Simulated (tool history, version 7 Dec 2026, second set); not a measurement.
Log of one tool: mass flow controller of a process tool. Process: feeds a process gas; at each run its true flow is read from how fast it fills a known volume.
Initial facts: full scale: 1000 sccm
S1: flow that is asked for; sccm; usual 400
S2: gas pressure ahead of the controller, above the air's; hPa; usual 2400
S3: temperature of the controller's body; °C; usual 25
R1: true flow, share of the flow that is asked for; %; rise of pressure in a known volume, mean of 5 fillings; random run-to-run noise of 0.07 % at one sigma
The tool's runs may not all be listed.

| run | hour | S1 | S2 | S3 | R1 |
|---|---|---|---|---|---|
| 1 | 0 | 400 | 2400 | 25 | 99.2 |
| 2 | 140.1 | 400 | 2400 | 25 | 99.3 |
| 3 | 273.4 | 400 | 2400 | 25 | 99.26 |
| 4 | 417.4 | 400 | 2400 | 25 | 99.14 |
| 5 | 589 | 400 | 2400 | 25 | 99.18 |
| 6 | 726.1 | 400 | 2400 | 25 | 99.2 |
| 7 | 917.7 | 400 | 2400 | 30 | 98.63 |
| 8 | 1077.7 | 400 | 2250 | 25 | 99.15 |
| 9 | 1273.3 | 400 | 2250 | 25 | 99.12 |
| 10 | 1481.1 | 400 | 2250 | 25 | 99.07 |
| 11 | 1703.1 | 400 | 2250 | 25 | 98.88 |
| 12 | 1888.3 | 400 | 2250 | 25 | 98.82 |
| 13 | 2147.4 | 400 | 1610 | 25 | 98.95 |
| 14 | 2359 | 400 | 1970 | 22 | 99.41 |
| 15 | 2573.4 | 428 | 1550 | 22 | 99.32 |
| 16 | 2721.9 | 400 | 1980 | 25 | 98.9 |
| 17 | 2986.4 | 531 | 2400 | 24 | 98.91 |
|  | 3076.1 | controller's zero set anew |
| 18 | 3271.5 | 220 | 1560 | 25 | 98.57 |
| 19 | 3511.4 | 400 | 1960 | 25 | 98.68 |
| 20 | 3652.4 | 400 | 2400 | 38 | 97.06 |
| 21 | 3846.4 | 400 | 2400 | 38 | 97 |
| 22 | 4122.6 | 400 | 2400 | 23 | 98.7 |
|  | 4140.8 | controller exchanged for a calibrated one |
| 23 | 4288.1 | 111 | 1640 | 32 | 97.56 |

Forecast each of these 5 alternatives for the next run:
| A | 4448.4 | 967 | 2400 | 39 | ? |
| B | 4448.4 | 111 | 1690 | 32 | ? |
| C | 4448.4 | 407 | 1650 | 37 | ? |
| D | 4448.4 | 307 | 1640 | 32 | ? |
| E | 4448.4 | 211 | 1640 | 32 | ? |

| run | R1 |
|---|---|
| A | 97.33 |
| B | 97.52 |
| C | 97.16 |
| D | 97.61 |
| E | 97.57 |
Take away the tool's hidden state, keep each run's random variation, and the runs would have read:
| run | R1 |
|---|---|
| A | 98.31 |
| B | 98.5 |
| C | 98.13 |
| D | 98.59 |
| E | 98.55 |
